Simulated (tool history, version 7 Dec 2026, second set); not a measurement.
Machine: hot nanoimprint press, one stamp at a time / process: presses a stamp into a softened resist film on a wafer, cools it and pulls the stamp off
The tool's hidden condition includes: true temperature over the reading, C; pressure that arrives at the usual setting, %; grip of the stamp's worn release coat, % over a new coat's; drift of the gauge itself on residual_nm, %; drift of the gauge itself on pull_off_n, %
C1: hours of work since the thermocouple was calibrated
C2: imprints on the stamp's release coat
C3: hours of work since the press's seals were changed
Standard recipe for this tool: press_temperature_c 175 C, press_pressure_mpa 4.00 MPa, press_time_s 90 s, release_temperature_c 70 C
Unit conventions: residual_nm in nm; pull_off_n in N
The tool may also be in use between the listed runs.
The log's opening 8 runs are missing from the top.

Run 9, day 13.617: usual settings but press_pressure_mpa 6.14 MPa; C1 290; C2 828; C3 290. Result: residual_nm 68.8 nm, pull_off_n 259 N.
Run 10, day 14.654: usual settings but release_temperature_c 74 C; C1 310; C2 892; C3 310. Result: residual_nm 83.3 nm, pull_off_n 250 N.
At day 16.458: plate thermocouple calibrated.
Run 11, day 17.117: usual settings but release_temperature_c 74 C; C1 12; C2 1033; C3 353. Result: residual_nm 82.6 nm, pull_off_n 252 N.
Run 12, day 18.904: usual settings but release_temperature_c 74 C; C1 46; C2 1142; C3 387. Result: residual_nm 82.3 nm, pull_off_n 283 N.
Run 13, day 21.029: usual settings but release_temperature_c 74 C; C1 86; C2 1271; C3 426. Result: residual_nm 82.2 nm, pull_off_n 284 N.
Run 14, day 23.142: usual settings; C1 125; C2 1400; C3 466. Result: residual_nm 82.0 nm, pull_off_n 299 N.
Run 15, day 25.129: usual settings; C1 162; C2 1521; C3 503. Result: residual_nm 82.3 nm, pull_off_n 319 N.
At day 27.354: stamp cleaned and given a new release coat.
Run 16, day 27.438: usual settings but press_temperature_c 182 C, press_pressure_mpa 4.51 MPa, press_time_s 144 s, release_temperature_c 69 C; C1 201; C2 5; C3 542. Result: residual_nm 47.4 nm, pull_off_n 199 N.
Run 17, day 28.683: usual settings but press_temperature_c 182 C, press_pressure_mpa 4.51 MPa, press_time_s 144 s, release_temperature_c 69 C; C1 224; C2 81; C3 565. Result: residual_nm 47.4 nm, pull_off_n 205 N.
At day 31.096: plate thermocouple calibrated, once more.
Run 18, day 31.096: usual settings but press_temperature_c 182 C, press_pressure_mpa 4.51 MPa, press_time_s 144 s, release_temperature_c 69 C; C1 0; C2 220; C3 608. Result: residual_nm 50.3 nm, pull_off_n 216 N.
Run 19, day 32.388: usual settings but press_temperature_c 182 C, press_pressure_mpa 2.41 MPa, press_time_s 144 s, release_temperature_c 69 C; C1 24; C2 299; C3 632. Result: residual_nm 67.5 nm, pull_off_n 230 N.
Run 20, day 33.462: usual settings but press_temperature_c 177 C, press_time_s 85 s, release_temperature_c 59 C; C1 44; C2 364; C3 652. Result: residual_nm 82.4 nm, pull_off_n 262 N.
Run 21, day 35.404: usual settings but press_pressure_mpa 3.68 MPa; C1 81; C2 482; C3 689. Result: residual_nm 90.1 nm, pull_off_n 230 N.
Run 22, day 36.983: usual settings but press_pressure_mpa 4.49 MPa, release_temperature_c 66 C; C1 110; C2 578; C3 718. Result: residual_nm 82.4 nm, pull_off_n 263 N.
Run 23, day 38.588: usual settings but press_temperature_c 169 C, press_pressure_mpa 4.49 MPa, press_time_s 53 s, release_temperature_c 75 C; C1 140; C2 676; C3 748. Result: residual_nm 125.0 nm, pull_off_n 231 N.
Run 24, day 39.688: usual settings but press_temperature_c 169 C, press_pressure_mpa 4.49 MPa, press_time_s 53 s, release_temperature_c 75 C; C1 161; C2 742; C3 769. Result: residual_nm 125.1 nm, pull_off_n 243 N.
Run 25, day 41.608: usual settings but press_time_s 150 s, release_temperature_c 66 C; C1 197; C2 859; C3 805. Result: residual_nm 69.8 nm, pull_off_n 280 N.
Run 26, day 43.238: usual settings but press_time_s 150 s, release_temperature_c 66 C; C1 227; C2 958; C3 835. Result: residual_nm 69.6 nm, pull_off_n 287 N.
At day 44.829: press's hydraulic seals changed and the load cell set to zero.
Run 27, day 45.254: usual settings but press_pressure_mpa 4.96 MPa, press_time_s 47 s, release_temperature_c 66 C; C1 259; C2 1061; C3 8. Result: residual_nm 98.0 nm, pull_off_n 297 N.
Run 28, day 47.083: usual settings but press_pressure_mpa 4.67 MPa, release_temperature_c 59 C; C1 293; C2 1172; C3 42. Result: residual_nm 78.0 nm, pull_off_n 337 N.
Run 29, day 48.858: usual settings but press_pressure_mpa 2.62 MPa, press_time_s 122 s, release_temperature_c 56 C; C1 326; C2 1280; C3 75. Result: residual_nm 89.1 nm, pull_off_n 360 N.
At day 49.788: plate thermocouple calibrated.
Run 30, day 50.388: usual settings but press_pressure_mpa 2.62 MPa, press_time_s 122 s, release_temperature_c 56 C; C1 11; C2 1365; C3 102. Result: residual_nm 91.6 nm, pull_off_n 364 N.

What if the next run were any one of these 4? Each begins from the tool's condition after run 30:
Run A, day 52.775: usual settings but press_temperature_c 178 C, press_pressure_mpa 2.62 MPa, press_time_s 93 s, release_temperature_c 63 C; C1 56; C2 1510; C3 146. Result: residual_nm ?, pull_off_n ?.
Run B, day 52.775: usual settings but press_pressure_mpa 2.45 MPa, press_time_s 117 s, release_temperature_c 69 C; C1 56; C2 1510; C3 146. Result: residual_nm ?, pull_off_n ?.
Run C, day 52.775: usual settings but press_temperature_c 179 C, release_temperature_c 77 C; C1 56; C2 1510; C3 146. Result: residual_nm ?, pull_off_n ?.
Run D, day 52.775: usual settings but press_temperature_c 172 C, press_pressure_mpa 2.62 MPa, press_time_s 122 s, release_temperature_c 56 C; C1 56; C2 1510; C3 146. Result: residual_nm ?, pull_off_n ?.

run  residual_nm  pull_off_n
  A         90.2         351
  B         96.1         323
  C         73.1         302
  D        103.3         381
Stripped of hidden state, with their random variation kept, the same runs would have yielded:
run  residual_nm  pull_off_n
  A         89.9         218
  B         95.7         200
  C         72.8         187
  D        102.9         236
